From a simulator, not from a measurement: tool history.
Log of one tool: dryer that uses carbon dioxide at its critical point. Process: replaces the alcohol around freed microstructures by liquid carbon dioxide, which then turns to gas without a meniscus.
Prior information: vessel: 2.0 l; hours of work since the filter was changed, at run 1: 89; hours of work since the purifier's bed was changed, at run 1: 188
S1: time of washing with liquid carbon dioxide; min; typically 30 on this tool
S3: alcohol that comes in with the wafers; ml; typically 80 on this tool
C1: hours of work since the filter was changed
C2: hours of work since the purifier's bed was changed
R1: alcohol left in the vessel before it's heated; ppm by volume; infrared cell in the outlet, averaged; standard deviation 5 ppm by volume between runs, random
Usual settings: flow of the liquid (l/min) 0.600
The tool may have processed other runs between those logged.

{"run": 1, "hour": 0.0, "S1": 30, "flow of the liquid (l/min)": 0.6, "S3": 80, "C1": 89, "C2": 188, "R1": 98}
{"run": 2, "hour": 37.6, "S1": 30, "flow of the liquid (l/min)": 0.6, "S3": 80, "C1": 117, "C2": 215, "R1": 111}
{"run": 3, "hour": 81.9, "S1": 30, "flow of the liquid (l/min)": 0.777, "S3": 80, "C1": 149, "C2": 247, "R1": 74}
{"run": 4, "hour": 130.5, "S1": 30, "flow of the liquid (l/min)": 0.777, "S3": 80, "C1": 184, "C2": 283, "R1": 80}
{"run": 5, "hour": 165.9, "S1": 30, "flow of the liquid (l/min)": 0.777, "S3": 80, "C1": 210, "C2": 309, "R1": 83}
{"run": 6, "hour": 197.2, "S1": 30, "flow of the liquid (l/min)": 0.777, "S3": 80, "C1": 233, "C2": 331, "R1": 95}
{"hour": 209.7, "done": "inlet filter changed"}
{"run": 7, "hour": 231.6, "S1": 30, "flow of the liquid (l/min)": 0.777, "S3": 80, "C1": 16, "C2": 356, "R1": 78}
{"run": 8, "hour": 257.4, "S1": 30, "flow of the liquid (l/min)": 0.6, "S3": 80, "C1": 35, "C2": 375, "R1": 128}
{"run": 9, "hour": 285.6, "S1": 30, "flow of the liquid (l/min)": 0.6, "S3": 80, "C1": 55, "C2": 395, "R1": 134}
{"run": 10, "hour": 325.6, "S1": 30, "flow of the liquid (l/min)": 0.6, "S3": 80, "C1": 85, "C2": 424, "R1": 150}
{"run": 11, "hour": 355.8, "S1": 30, "flow of the liquid (l/min)": 0.539, "S3": 80, "C1": 107, "C2": 446, "R1": 211}
{"run": 12, "hour": 401.0, "S1": 30, "flow of the liquid (l/min)": 0.6, "S3": 96, "C1": 140, "C2": 479, "R1": 181}
{"run": 13, "hour": 439.1, "S1": 30, "flow of the liquid (l/min)": 0.6, "S3": 80, "C1": 167, "C2": 507, "R1": 182}
{"run": 14, "hour": 480.9, "S1": 30, "flow of the liquid (l/min)": 0.6, "S3": 80, "C1": 198, "C2": 538, "R1": 201}
{"run": 15, "hour": 530.6, "S1": 30, "flow of the liquid (l/min)": 0.6, "S3": 80, "C1": 234, "C2": 574, "R1": 213}
{"hour": 539.6, "done": "inlet filter changed"}
{"run": 16, "hour": 563.9, "S1": 30, "flow of the liquid (l/min)": 0.6, "S3": 105, "C1": 18, "C2": 597, "R1": 198}
{"run": 17, "hour": 586.4, "S1": 30, "flow of the liquid (l/min)": 0.6, "S3": 80, "C1": 34, "C2": 614, "R1": 187}
{"run": 18, "hour": 607.6, "S1": 30, "flow of the liquid (l/min)": 0.6, "S3": 80, "C1": 50, "C2": 629, "R1": 184}
{"run": 19, "hour": 629.1, "S1": 30, "flow of the liquid (l/min)": 0.808, "S3": 80, "C1": 65, "C2": 645, "R1": 144}
{"run": 20, "hour": 656.4, "S1": 30, "flow of the liquid (l/min)": 0.6, "S3": 49, "C1": 85, "C2": 665, "R1": 178}
{"run": 21, "hour": 690.9, "S1": 30, "flow of the liquid (l/min)": 0.6, "S3": 69, "C1": 110, "C2": 690, "R1": 202}
{"run": 22, "hour": 724.7, "S1": 30, "flow of the liquid (l/min)": 0.429, "S3": 69, "C1": 135, "C2": 714, "R1": 521}
{"run": 23, "hour": 769.5, "S1": 30, "flow of the liquid (l/min)": 0.429, "S3": 69, "C1": 168, "C2": 747, "R1": 553}
{"run": 24, "hour": 819.5, "S1": 30, "flow of the liquid (l/min)": 0.6, "S3": 80, "C1": 204, "C2": 784, "R1": 261}
{"run": 25, "hour": 844.8, "S1": 46, "flow of the liquid (l/min)": 0.421, "S3": 39, "C1": 222, "C2": 802, "R1": 220}
{"hour": 869.3, "done": "inlet filter changed"}
{"run": 26, "hour": 876.5, "S1": 46, "flow of the liquid (l/min)": 0.421, "S3": 39, "C1": 5, "C2": 824, "R1": 200}
{"run": 27, "hour": 909.6, "S1": 46, "flow of the liquid (l/min)": 0.421, "S3": 39, "C1": 29, "C2": 849, "R1": 210}
{"run": 28, "hour": 953.7, "S1": 46, "flow of the liquid (l/min)": 1.0, "S3": 90, "C1": 61, "C2": 881, "R1": 213}
{"run": 29, "hour": 995.7, "S1": 37, "flow of the liquid (l/min)": 1.0, "S3": 23, "C1": 92, "C2": 911, "R1": 219}
{"run": 30, "hour": 1037.0, "S1": 37, "flow of the liquid (l/min)": 1.0, "S3": 23, "C1": 122, "C2": 941, "R1": 219}
{"run": 31, "hour": 1059.6, "S1": 32, "flow of the liquid (l/min)": 0.371, "S3": 27, "C1": 139, "C2": 958, "R1": 429}
{"run": 32, "hour": 1106.5, "S1": 30, "flow of the liquid (l/min)": 0.366, "S3": 27, "C1": 173, "C2": 992, "R1": 542}
{"run": 33, "hour": 1141.9, "S1": 30, "flow of the liquid (l/min)": 0.6, "S3": 96, "C1": 199, "C2": 1018, "R1": 321}
{"run": 34, "hour": 1182.6, "S1": 36, "flow of the liquid (l/min)": 0.639, "S3": 26, "C1": 228, "C2": 1048, "R1": 244}
{"hour": 1200.5, "done": "inlet filter changed"}
{"run": 35, "hour": 1231.0, "S1": 35, "flow of the liquid (l/min)": 0.383, "S3": 33, "C1": 22, "C2": 1082, "R1": 346}
{"run": 36, "hour": 1252.1, "S1": 35, "flow of the liquid (l/min)": 0.383, "S3": 33, "C1": 38, "C2": 1098, "R1": 372}
{"run": 37, "hour": 1273.4, "S1": 30, "flow of the liquid (l/min)": 0.471, "S3": 95, "C1": 53, "C2": 1113, "R1": 499}
{"run": 38, "hour": 1301.5, "S1": 43, "flow of the liquid (l/min)": 0.899, "S3": 62, "C1": 74, "C2": 1134, "R1": 262}
{"hour": 1308.8, "done": "purifier's bed changed"}
{"run": 39, "hour": 1340.5, "S1": 30, "flow of the liquid (l/min)": 0.6, "S3": 92, "C1": 100, "C2": 23, "R1": 78}
{"run": 40, "hour": 1364.9, "S1": 36, "flow of the liquid (l/min)": 0.93, "S3": 54, "C1": 118, "C2": 41, "R1": 13}
{"run": 41, "hour": 1406.9, "S1": 30, "flow of the liquid (l/min)": 0.93, "S3": 54, "C1": 148, "C2": 72, "R1": 14}
{"run": 42, "hour": 1438.9, "S1": 45, "flow of the liquid (l/min)": 0.686, "S3": 92, "C1": 172, "C2": 95, "R1": 20}
{"run": 43, "hour": 1479.0, "S1": 41, "flow of the liquid (l/min)": 0.728, "S3": 35, "C1": 201, "C2": 124, "R1": 46}
{"run": 44, "hour": 1526.0, "S1": 41, "flow of the liquid (l/min)": 0.728, "S3": 35, "C1": 235, "C2": 158, "R1": 45}
{"hour": 1533.0, "done": "inlet filter changed"}
{"run": 45, "hour": 1557.2, "S1": 47, "flow of the liquid (l/min)": 0.899, "S3": 37, "C1": 18, "C2": 180, "R1": 44}
{"run": 46, "hour": 1596.6, "S1": 30, "flow of the liquid (l/min)": 0.6, "S3": 88, "C1": 46, "C2": 209, "R1": 102}
{"run": 47, "hour": 1624.1, "S1": 30, "flow of the liquid (l/min)": 0.899, "S3": 80, "C1": 66, "C2": 229, "R1": 53}

Consider 4 possible next runs. They are alternatives, not a sequence: every one starts from the tool as it was left by run 47. What does each give?
{"run": "A", "hour": 1666.2, "S1": 19, "flow of the liquid (l/min)": 0.53, "S3": 80, "C1": 97, "C2": 260, "R1": "?"}
{"run": "B", "hour": 1666.2, "S1": 26, "flow of the liquid (l/min)": 0.47, "S3": 80, "C1": 97, "C2": 260, "R1": "?"}
{"run": "C", "hour": 1666.2, "S1": 37, "flow of the liquid (l/min)": 0.713, "S3": 22, "C1": 97, "C2": 260, "R1": "?"}
{"run": "D", "hour": 1666.2, "S1": 30, "flow of the liquid (l/min)": 0.899, "S3": 83, "C1": 97, "C2": 260, "R1": "?"}

run=A R1=1058
run=B R1=533
run=C R1=64
run=D R1=54
Without the tool's unlogged condition, the same runs would have read:
run=A R1=827
run=B R1=379
run=C R1=4
run=D R1=0
